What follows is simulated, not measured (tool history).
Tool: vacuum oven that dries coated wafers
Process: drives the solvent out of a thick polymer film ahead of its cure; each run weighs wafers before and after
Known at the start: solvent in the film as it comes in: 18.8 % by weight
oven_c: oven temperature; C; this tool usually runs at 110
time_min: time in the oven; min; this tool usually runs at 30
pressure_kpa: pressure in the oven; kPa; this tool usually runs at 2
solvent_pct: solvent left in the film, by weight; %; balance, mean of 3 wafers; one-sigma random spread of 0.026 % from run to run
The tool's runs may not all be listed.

| run | hour | oven_c | time_min | pressure_kpa | solvent_pct |
|---|---|---|---|---|---|
| 1 | 0 | 110 | 30 | 2 | 2.07 |
| 2 | 10.9 | 110 | 30 | 2 | 2.06 |
| 3 | 21.6 | 110 | 30 | 2 | 2.07 |
| 4 | 32.3 | 110 | 30 | 2 | 2.07 |
| 5 | 44.6 | 110 | 30 | 1.05 | 1.85 |
| 6 | 53.6 | 110 | 30 | 1.05 | 1.84 |
| 7 | 61.8 | 110 | 30 | 1.05 | 1.83 |
| 8 | 75.3 | 110 | 30 | 1.05 | 1.78 |
| 9 | 82.6 | 121 | 30 | 2 | 0.9 |
| 10 | 88.4 | 121 | 30 | 2 | 0.92 |
| 11 | 98.3 | 121 | 30 | 2 | 0.9 |
| 12 | 110.2 | 121 | 20 | 4.98 | 2.5 |
| 13 | 119.2 | 121 | 20 | 4.98 | 2.55 |
| 14 | 132.4 | 121 | 51 | 2.09 | 0.51 |
| 15 | 142.8 | 121 | 51 | 2.09 | 0.48 |
| 16 | 149.6 | 121 | 51 | 2.09 | 0.56 |
| 17 | 159 | 110 | 53 | 3.28 | 1.31 |

Forecast run 18:
| 18 | 167.2 | 110 | 20 | 3.28 | ? |

Run 18 produced solvent_pct 4.14 %.
On a tool with no hidden condition, and with the same random variation, this run would have come out at solvent_pct 4.05 %.

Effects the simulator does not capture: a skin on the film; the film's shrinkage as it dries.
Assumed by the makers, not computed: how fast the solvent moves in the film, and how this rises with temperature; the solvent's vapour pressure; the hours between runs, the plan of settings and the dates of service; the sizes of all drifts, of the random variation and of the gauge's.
